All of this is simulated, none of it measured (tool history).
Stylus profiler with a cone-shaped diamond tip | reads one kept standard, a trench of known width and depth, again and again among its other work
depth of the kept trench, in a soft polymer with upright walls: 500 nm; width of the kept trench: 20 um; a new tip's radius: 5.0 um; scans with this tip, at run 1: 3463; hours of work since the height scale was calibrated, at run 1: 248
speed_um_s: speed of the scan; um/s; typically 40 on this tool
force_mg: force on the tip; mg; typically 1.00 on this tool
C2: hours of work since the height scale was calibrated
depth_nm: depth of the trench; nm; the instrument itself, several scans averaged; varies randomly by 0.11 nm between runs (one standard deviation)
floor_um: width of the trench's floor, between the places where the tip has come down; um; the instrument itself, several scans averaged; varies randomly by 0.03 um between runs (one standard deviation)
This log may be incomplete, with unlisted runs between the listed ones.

{"run": 1, "day": 0.0, "speed_um_s": 40, "force_mg": 1.0, "scans with this tip": 3463, "C2": 248, "depth_nm": 503.92, "floor_um": 14.53}
{"run": 2, "day": 0.712, "speed_um_s": 40, "force_mg": 1.0, "scans with this tip": 3581, "C2": 257, "depth_nm": 504.08, "floor_um": 14.59}
{"run": 3, "day": 1.371, "speed_um_s": 40, "force_mg": 1.0, "scans with this tip": 3690, "C2": 265, "depth_nm": 503.77, "floor_um": 14.51}
{"run": 4, "day": 1.729, "speed_um_s": 40, "force_mg": 1.0, "scans with this tip": 3749, "C2": 269, "depth_nm": 504.22, "floor_um": 14.52}
{"run": 5, "day": 2.446, "speed_um_s": 40, "force_mg": 1.0, "scans with this tip": 3868, "C2": 277, "depth_nm": 503.93, "floor_um": 14.52}
{"run": 6, "day": 3.142, "speed_um_s": 40, "force_mg": 1.0, "scans with this tip": 3983, "C2": 286, "depth_nm": 503.69, "floor_um": 14.49}
{"run": 7, "day": 3.908, "speed_um_s": 40, "force_mg": 2.35, "scans with this tip": 4110, "C2": 295, "depth_nm": 507.5, "floor_um": 14.56}
{"run": 8, "day": 4.671, "speed_um_s": 40, "force_mg": 2.35, "scans with this tip": 4235, "C2": 304, "depth_nm": 507.43, "floor_um": 14.59}
{"run": 9, "day": 5.4, "speed_um_s": 18, "force_mg": 2.35, "scans with this tip": 4356, "C2": 313, "depth_nm": 507.62, "floor_um": 14.67}
{"run": 10, "day": 6.054, "speed_um_s": 18, "force_mg": 2.35, "scans with this tip": 4464, "C2": 320, "depth_nm": 507.46, "floor_um": 14.64}
{"run": 11, "day": 6.542, "speed_um_s": 18, "force_mg": 2.35, "scans with this tip": 4545, "C2": 326, "depth_nm": 507.46, "floor_um": 14.63}
{"run": 12, "day": 7.312, "speed_um_s": 18, "force_mg": 2.35, "scans with this tip": 4673, "C2": 335, "depth_nm": 507.44, "floor_um": 14.65}
{"run": 13, "day": 7.704, "speed_um_s": 18, "force_mg": 2.35, "scans with this tip": 4738, "C2": 340, "depth_nm": 507.47, "floor_um": 14.68}
{"run": 14, "day": 8.308, "speed_um_s": 34, "force_mg": 0.55, "scans with this tip": 4837, "C2": 347, "depth_nm": 502.24, "floor_um": 14.3}
{"run": 15, "day": 8.888, "speed_um_s": 21, "force_mg": 0.62, "scans with this tip": 4933, "C2": 354, "depth_nm": 502.52, "floor_um": 14.48}
{"run": 16, "day": 9.379, "speed_um_s": 98, "force_mg": 0.56, "scans with this tip": 5014, "C2": 360, "depth_nm": 502.29, "floor_um": 13.42}
{"run": 17, "day": 10.138, "speed_um_s": 98, "force_mg": 0.56, "scans with this tip": 5139, "C2": 369, "depth_nm": 502.2, "floor_um": 13.45}
{"run": 18, "day": 10.738, "speed_um_s": 98, "force_mg": 0.56, "scans with this tip": 5239, "C2": 376, "depth_nm": 502.16, "floor_um": 13.41}
{"run": 19, "day": 11.146, "speed_um_s": 14, "force_mg": 0.89, "scans with this tip": 5306, "C2": 381, "depth_nm": 503.44, "floor_um": 14.54}
{"run": 20, "day": 11.967, "speed_um_s": 129, "force_mg": 1.83, "scans with this tip": 5442, "C2": 390, "depth_nm": 506.09, "floor_um": 13.63}
{"run": 21, "day": 12.317, "speed_um_s": 22, "force_mg": 2.94, "scans with this tip": 5500, "C2": 395, "depth_nm": 508.58, "floor_um": 14.52}
{"run": 22, "day": 12.729, "speed_um_s": 22, "force_mg": 2.94, "scans with this tip": 5568, "C2": 399, "depth_nm": 508.5, "floor_um": 14.44}
{"run": 23, "day": 13.242, "speed_um_s": 29, "force_mg": 2.46, "scans with this tip": 5653, "C2": 406, "depth_nm": 507.38, "floor_um": 14.38}
{"run": 24, "day": 13.729, "speed_um_s": 21, "force_mg": 1.76, "scans with this tip": 5734, "C2": 411, "depth_nm": 505.66, "floor_um": 14.39}

Had the tool no unlogged condition, and each run kept its random variation, what would the results have been?
Hidden state present: radius of the tip, um; height scale over the true one, %; drift of the gauge itself on depth_nm, %; drift of the gauge itself on floor_um, %.
run=1 depth_nm=504.52 floor_um=15.22
run=2 depth_nm=504.71 floor_um=15.30
run=3 depth_nm=504.42 floor_um=15.23
run=4 depth_nm=504.87 floor_um=15.25
run=5 depth_nm=504.61 floor_um=15.27
run=6 depth_nm=504.40 floor_um=15.26
run=7 depth_nm=508.23 floor_um=15.36
run=8 depth_nm=508.19 floor_um=15.40
run=9 depth_nm=508.39 floor_um=15.51
run=10 depth_nm=508.25 floor_um=15.50
run=11 depth_nm=508.27 floor_um=15.50
run=12 depth_nm=508.27 floor_um=15.54
run=13 depth_nm=508.32 floor_um=15.58
run=14 depth_nm=503.10 floor_um=15.22
run=15 depth_nm=503.40 floor_um=15.41
run=16 depth_nm=503.17 floor_um=14.37
run=17 depth_nm=503.11 floor_um=14.42
run=18 depth_nm=503.09 floor_um=14.39
run=19 depth_nm=504.38 floor_um=15.53
run=20 depth_nm=507.06 floor_um=14.64
run=21 depth_nm=509.57 floor_um=15.54
run=22 depth_nm=509.50 floor_um=15.47
run=23 depth_nm=508.40 floor_um=15.42
run=24 depth_nm=506.69 floor_um=15.46
